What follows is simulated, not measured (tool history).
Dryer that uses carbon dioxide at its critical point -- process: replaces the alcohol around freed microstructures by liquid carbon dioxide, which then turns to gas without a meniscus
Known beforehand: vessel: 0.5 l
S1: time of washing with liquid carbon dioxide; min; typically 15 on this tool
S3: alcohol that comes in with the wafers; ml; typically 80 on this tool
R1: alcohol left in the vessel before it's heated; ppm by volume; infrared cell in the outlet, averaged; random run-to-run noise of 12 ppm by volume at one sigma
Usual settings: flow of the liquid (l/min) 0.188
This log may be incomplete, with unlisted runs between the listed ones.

Run 1, hour 0: usual settings. Result: R1 877 ppm by volume.
Run 2, hour 33.4: usual settings. Result: R1 906 ppm by volume.
Run 3, hour 54.8: usual settings. Result: R1 914 ppm by volume.
Run 4, hour 77.6: usual settings. Result: R1 916 ppm by volume.
At hour 84.7: inlet filter changed.
Run 5, hour 116.1: usual settings. Result: R1 734 ppm by volume.
Run 6, hour 137.7: usual settings. Result: R1 740 ppm by volume.
Run 7, hour 157.4: usual settings. Result: R1 753 ppm by volume.
Run 8, hour 195.6: usual settings. Result: R1 737 ppm by volume.
Run 9, hour 225.8: usual settings. Result: R1 769 ppm by volume.
Run 10, hour 255.1: usual settings but flow of the liquid (l/min) 0.239. Result: R1 218 ppm by volume.
Run 11, hour 273.1: usual settings but S1 13 min. Result: R1 1585 ppm by volume.

Run 12 comes next. What will it give?
Run 12, hour 302.2: usual settings but S1 13 min, flow of the liquid (l/min) 0.269, S3 81 ml. Result: R1 ?.

Run 12 came out at R1 275 ppm by volume.
With no hidden state in the tool, this same run would have given R1 223 ppm by volume.

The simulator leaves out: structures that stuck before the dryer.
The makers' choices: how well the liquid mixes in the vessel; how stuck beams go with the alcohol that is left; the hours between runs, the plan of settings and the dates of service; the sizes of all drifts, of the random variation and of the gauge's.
